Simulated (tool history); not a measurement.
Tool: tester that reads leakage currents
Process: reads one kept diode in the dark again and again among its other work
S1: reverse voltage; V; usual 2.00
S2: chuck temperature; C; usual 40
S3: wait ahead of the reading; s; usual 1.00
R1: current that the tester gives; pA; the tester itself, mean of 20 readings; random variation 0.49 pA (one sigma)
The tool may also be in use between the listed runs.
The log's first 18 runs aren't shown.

run,day,S1,S2,S3,R1
19,82.962,2.00,40,5.59,170.60
20,86.571,2.00,22,1.00,52.31
21,90.292,6.45,59,4.15,1019.32
22,96.196,2.00,40,1.00,175.45
23,102.325,2.00,40,1.00,179.22
24,106.088,2.00,20,1.00,47.25
25,109.854,17.99,44,2.93,740.22
26,112.662,17.99,44,1.67,744.66
27,116.821,17.99,44,1.67,746.07
28,120.554,2.00,27,1.00,77.91
29,126.729,3.23,40,0.53,238.83
# day 132.708: chuck's temperature calibrated
30,133.154,3.23,40,0.53,211.04
31,138.012,6.40,40,1.15,305.46
32,141.404,1.00,29,1.61,55.25
33,147.067,5.67,47,4.94,447.81
34,152.021,13.81,40,3.12,473.84
# day 152.725: probe card cleaned and baked
35,156.971,6.11,28,1.00,130.73
36,160.183,6.11,28,1.00,130.80
37,165.721,6.11,28,0.40,135.76
38,169.100,17.79,38,0.57,463.45
39,174.283,1.25,22,2.25,37.95

4 ways to go on from here, each from the tool as it stands after run 39. What would each give?
A,180.292,2.00,22,0.67,?
B,180.292,1.25,54,2.25,?
C,180.292,4.35,59,7.58,?
D,180.292,1.85,39,2.25,?

run,R1
A,49.97
B,322.74
C,822.49
D,153.19
Without the tool's hidden state the same runs would have given:
run,R1
A,46.34
B,306.56
C,782.34
D,144.26
